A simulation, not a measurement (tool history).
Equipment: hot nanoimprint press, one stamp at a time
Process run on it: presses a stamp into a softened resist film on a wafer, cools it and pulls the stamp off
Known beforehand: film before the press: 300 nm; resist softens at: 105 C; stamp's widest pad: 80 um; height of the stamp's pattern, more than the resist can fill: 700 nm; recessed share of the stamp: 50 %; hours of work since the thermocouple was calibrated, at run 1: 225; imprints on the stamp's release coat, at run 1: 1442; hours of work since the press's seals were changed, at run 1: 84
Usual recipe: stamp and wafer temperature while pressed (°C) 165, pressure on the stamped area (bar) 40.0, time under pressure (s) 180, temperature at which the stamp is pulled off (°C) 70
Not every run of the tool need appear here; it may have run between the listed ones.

run,day,stamp and wafer temperature while pressed (°C),pressure on the stamped area (bar),time under pressure (s),temperature at which the stamp is pulled off (°C),hours of work since the thermocouple was calibrated,imprints on the stamp's release coat,hours of work since the press's seals were changed,resist left under the stamp's widest pad (angstrom),greatest force while the stamp is pulled off (N)
1,0.000,165,40.0,180,70,225,1442,84,1344,183
2,0.321,165,40.0,180,72,229,1468,87,1337,186
3,0.500,165,40.0,180,72,231,1483,89,1336,175
4,0.804,165,40.0,180,70,234,1508,92,1341,196
5,1.058,165,40.0,180,70,237,1528,95,1340,187
6,1.412,165,40.0,180,70,241,1557,99,1343,196
7,1.625,165,40.0,180,70,243,1574,101,1334,192
8,2.012,165,37.7,180,70,247,1605,106,1378,196
9,2.333,165,37.7,180,70,251,1631,109,1370,192
10,2.721,165,37.7,180,70,255,1663,113,1374,196
11,3.033,165,37.7,180,70,259,1688,117,1372,191
12,3.288,165,37.7,180,70,261,1708,120,1370,202
13,3.529,165,37.7,180,70,264,1728,122,1366,201
14,3.896,165,58.3,180,70,268,1758,126,1089,201
15,4.262,157,40.0,180,70,272,1787,130,1915,192
16,4.454,156,52.1,180,69,274,1803,132,1787,212
17,4.779,174,40.0,180,70,278,1829,136,875,205
18,5.054,172,48.3,263,60,281,1852,139,735,263
19,5.225,172,48.3,263,60,283,1865,141,739,268
20,5.438,172,48.3,137,60,285,1883,143,965,259
21,5.754,172,48.3,137,60,288,1908,147,960,272
22,6.079,165,52.8,137,72,292,1934,150,1275,195
23,6.321,176,26.1,98,57,295,1954,153,1258,292
24,6.717,176,26.1,98,57,299,1986,157,1251,290
25,6.908,165,45.1,153,61,301,2002,159,1324,253
26,7.096,162,54.4,180,70,303,2017,161,1306,203
27,7.483,172,40.0,180,71,307,2048,166,951,204
28,7.729,172,40.0,180,71,310,2068,168,952,201
29,8.071,159,33.9,208,71,314,2096,172,1781,210

5 options for the next run, each taken on its own from the tool as it stands now. Forecast them:
A,8.292,159,48.2,208,64,316,2114,174,?,?
B,8.292,158,34.5,208,72,316,2114,174,?,?
C,8.292,159,33.5,233,71,316,2114,174,?,?
D,8.292,165,40.0,180,58,316,2114,174,?,?
E,8.292,160,33.9,111,71,316,2114,174,?,?

run,resist left under the stamp's widest pad (angstrom),greatest force while the stamp is pulled off (N)
A,1528,246
B,1844,196
C,1739,207
D,1317,295
E,2032,206
Without the tool's unlogged condition, the same runs would have read:
run,resist left under the stamp's widest pad (angstrom),greatest force while the stamp is pulled off (N)
A,1626,166
B,1947,133
C,1842,140
D,1401,197
E,2127,139
